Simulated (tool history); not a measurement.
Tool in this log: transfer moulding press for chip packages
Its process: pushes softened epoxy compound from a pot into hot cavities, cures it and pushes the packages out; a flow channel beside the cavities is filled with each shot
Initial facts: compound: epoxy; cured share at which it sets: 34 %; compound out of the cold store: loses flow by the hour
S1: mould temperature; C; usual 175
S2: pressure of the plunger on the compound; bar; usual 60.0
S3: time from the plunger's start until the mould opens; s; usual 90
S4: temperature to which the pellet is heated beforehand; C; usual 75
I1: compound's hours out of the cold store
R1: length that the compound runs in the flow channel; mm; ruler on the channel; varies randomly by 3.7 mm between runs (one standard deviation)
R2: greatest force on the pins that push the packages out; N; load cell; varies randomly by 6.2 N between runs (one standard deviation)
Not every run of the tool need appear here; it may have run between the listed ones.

run,hour,S1,S2,S3,S4,I1,R1,R2
1,0.0,175,60.0,90,75,33.4,858,226
2,5.6,175,60.0,90,75,15.8,918,240
3,12.5,175,49.0,90,75,38.6,767,232
4,19.5,175,49.0,76,75,33.4,777,360
5,24.5,175,49.0,76,75,13.4,837,381
6,30.0,175,60.9,122,66,34.6,866,189
7,36.9,180,60.0,90,75,32.4,841,188
# hour 46.2: plunger's sealing rings changed
8,46.2,179,60.0,90,75,16.8,888,211
# hour 51.3: cavities cleaned with cleaning compound and waxed
9,52.7,179,60.0,90,75,8.4,921,200
10,60.4,178,60.0,90,70,32.1,854,200

Each row is a separate what-if for the run after 10, all from the same tool condition, not one after another. Results?
A,66.6,174,46.3,90,70,30.8,?,?
B,66.6,181,60.0,90,81,21.0,?,?
C,66.6,167,60.0,90,79,8.4,?,?

run,R1,R2
A,765,257
B,869,197
C,984,451
Without the tool's unlogged condition, the same runs would have read:
run,R1,R2
A,766,255
B,869,196
C,984,448
